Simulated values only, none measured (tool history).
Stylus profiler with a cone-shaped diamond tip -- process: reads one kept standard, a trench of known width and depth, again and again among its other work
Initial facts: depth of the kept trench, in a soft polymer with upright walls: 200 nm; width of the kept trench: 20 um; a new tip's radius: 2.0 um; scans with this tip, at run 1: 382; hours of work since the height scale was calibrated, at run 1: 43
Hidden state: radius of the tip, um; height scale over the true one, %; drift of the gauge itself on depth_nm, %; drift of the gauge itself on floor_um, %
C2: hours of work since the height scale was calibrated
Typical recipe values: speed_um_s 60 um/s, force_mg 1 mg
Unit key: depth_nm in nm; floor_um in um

Run 1, day 0: usual settings; scans with this tip 382; C2 43. Result: depth_nm 201.4 nm, floor_um 17.7 um.
Run 2, day 0.583: usual settings; scans with this tip 448; C2 50. Result: depth_nm 201.27 nm, floor_um 17.77 um.
Run 3, day 1.017: usual settings; scans with this tip 497; C2 56. Result: depth_nm 201.21 nm, floor_um 17.72 um.
Run 4, day 1.404: usual settings but speed_um_s 88 um/s; scans with this tip 541; C2 61. Result: depth_nm 201.4 nm, floor_um 17.54 um.
Run 5, day 1.833: usual settings but speed_um_s 88 um/s; scans with this tip 589; C2 66. Result: depth_nm 201.44 nm, floor_um 17.49 um.
Run 6, day 2.417: usual settings; scans with this tip 655; C2 74. Result: depth_nm 201.4 nm, floor_um 17.71 um.
Run 7, day 2.946: usual settings; scans with this tip 715; C2 80. Result: depth_nm 201.33 nm, floor_um 17.7 um.
Run 8, day 3.471: usual settings; scans with this tip 774; C2 87. Result: depth_nm 201.21 nm, floor_um 17.68 um.
Run 9, day 3.971: usual settings; scans with this tip 831; C2 93. Result: depth_nm 201.34 nm, floor_um 17.68 um.
Run 10, day 4.396: usual settings but speed_um_s 158 um/s, force_mg 0.54 mg; scans with this tip 879; C2 99. Result: depth_nm 200.73 nm, floor_um 16.47 um.
Run 11, day 4.842: usual settings but speed_um_s 16 um/s, force_mg 2.5 mg; scans with this tip 929; C2 105. Result: depth_nm 202.41 nm, floor_um 18.06 um.
Run 12, day 5.267: usual settings but speed_um_s 236 um/s, force_mg 1.88 mg; scans with this tip 977; C2 110. Result: depth_nm 201.98 nm, floor_um 16.83 um.
Run 13, day 5.617: usual settings but speed_um_s 96 um/s, force_mg 2.36 mg; scans with this tip 1017; C2 114. Result: depth_nm 202.33 nm, floor_um 17.69 um.

Each row is a separate what-if for the run after 13, all from the same tool condition, not one after another. Results?
Run A, day 6.225: usual settings but force_mg 0.79 mg; scans with this tip 1086; C2 122. Result: depth_nm ?, floor_um ?.
Run B, day 6.225: usual settings but speed_um_s 51 um/s, force_mg 0.56 mg; scans with this tip 1086; C2 122. Result: depth_nm ?, floor_um ?.
Run C, day 6.225: usual settings but speed_um_s 23 um/s; scans with this tip 1086; C2 122. Result: depth_nm ?, floor_um ?.
Run D, day 6.225: usual settings but speed_um_s 68 um/s, force_mg 0.51 mg; scans with this tip 1086; C2 122. Result: depth_nm ?, floor_um ?.
Run E, day 6.225: usual settings but force_mg 1.56 mg; scans with this tip 1086; C2 122. Result: depth_nm ?, floor_um ?.

run  depth_nm  floor_um
  A    200.86     17.61
  B    200.87     17.63
  C    201.13        18
  D    200.59      17.4
  E    201.63     17.77
Had the tool no hidden state, the same runs would have come out as:
run  depth_nm  floor_um
  A    200.97     17.71
  B    200.98     17.74
  C    201.24     18.11
  D     200.7      17.5
  E    201.75     17.87
